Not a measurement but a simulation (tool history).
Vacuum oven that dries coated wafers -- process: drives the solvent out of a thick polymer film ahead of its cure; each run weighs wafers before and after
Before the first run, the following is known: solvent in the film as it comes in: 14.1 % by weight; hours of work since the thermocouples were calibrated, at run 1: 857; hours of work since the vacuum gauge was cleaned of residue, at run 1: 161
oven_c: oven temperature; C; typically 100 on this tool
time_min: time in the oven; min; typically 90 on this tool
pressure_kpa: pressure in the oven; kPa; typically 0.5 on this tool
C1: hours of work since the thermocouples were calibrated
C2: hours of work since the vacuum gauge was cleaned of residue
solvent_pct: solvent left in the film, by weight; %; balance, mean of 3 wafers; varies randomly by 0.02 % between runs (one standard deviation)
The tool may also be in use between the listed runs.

Run 1, hour 0: usual settings; C1 857; C2 161. Result: solvent_pct 0.95 %.
Run 2, hour 12.3: usual settings; C1 863; C2 167. Result: solvent_pct 0.98 %.
Run 3, hour 25.6: usual settings; C1 869; C2 173. Result: solvent_pct 0.92 %.
Run 4, hour 43.3: usual settings; C1 878; C2 181. Result: solvent_pct 0.97 %.
Run 5, hour 55.1: usual settings; C1 883; C2 187. Result: solvent_pct 0.95 %.
Run 6, hour 78.2: usual settings; C1 894; C2 198. Result: solvent_pct 0.94 %.
Run 7, hour 98.7: usual settings; C1 904; C2 207. Result: solvent_pct 0.9 %.
Run 8, hour 109.5: usual settings; C1 909; C2 212. Result: solvent_pct 0.92 %.
Run 9, hour 126.5: usual settings; C1 917; C2 220. Result: solvent_pct 0.94 %.
Run 10, hour 137.2: usual settings; C1 922; C2 225. Result: solvent_pct 0.93 %.
Run 11, hour 151.4: usual settings; C1 928; C2 232. Result: solvent_pct 0.99 %.
Run 12, hour 161.7: usual settings; C1 933; C2 237. Result: solvent_pct 0.94 %.
Run 13, hour 173.9: usual settings; C1 939; C2 243. Result: solvent_pct 0.93 %.
Run 14, hour 195.1: usual settings; C1 949; C2 253. Result: solvent_pct 0.94 %.
Run 15, hour 214.9: usual settings; C1 958; C2 262. Result: solvent_pct 0.96 %.
Run 16, hour 232.4: usual settings but time_min 93 min; C1 966; C2 270. Result: solvent_pct 0.91 %.
Run 17, hour 249.2: usual settings but time_min 93 min; C1 974; C2 278. Result: solvent_pct 0.91 %.
Run 18, hour 272.8: usual settings but time_min 93 min; C1 986; C2 289. Result: solvent_pct 0.9 %.
At hour 275.6: vacuum gauge cleaned of residue and calibrated.
Run 19, hour 293.5: usual settings but time_min 93 min; C1 995; C2 8. Result: solvent_pct 0.9 %.
Run 20, hour 317.9: usual settings but oven_c 105 C, time_min 138 min, pressure_kpa 1.139 kPa; C1 1006; C2 20. Result: solvent_pct 0.61 %.
Run 21, hour 331.7: usual settings but oven_c 92 C, time_min 108 min, pressure_kpa 1.139 kPa; C1 1012; C2 26. Result: solvent_pct 1.93 %.
Run 22, hour 356: usual settings but oven_c 92 C, time_min 108 min, pressure_kpa 1.139 kPa; C1 1024; C2 38. Result: solvent_pct 1.96 %.

Run 23, settings as shown, results not yet in. Your forecast:
Run 23, hour 366.3: usual settings but oven_c 101 C, time_min 98 min, pressure_kpa 1.041 kPa; C1 1029; C2 43. Result: solvent_pct ?.

Run 23 came out at solvent_pct 1.06 %.
On a tool with no hidden condition, and with the same random variation, this run would have come out at solvent_pct 1.07 %.

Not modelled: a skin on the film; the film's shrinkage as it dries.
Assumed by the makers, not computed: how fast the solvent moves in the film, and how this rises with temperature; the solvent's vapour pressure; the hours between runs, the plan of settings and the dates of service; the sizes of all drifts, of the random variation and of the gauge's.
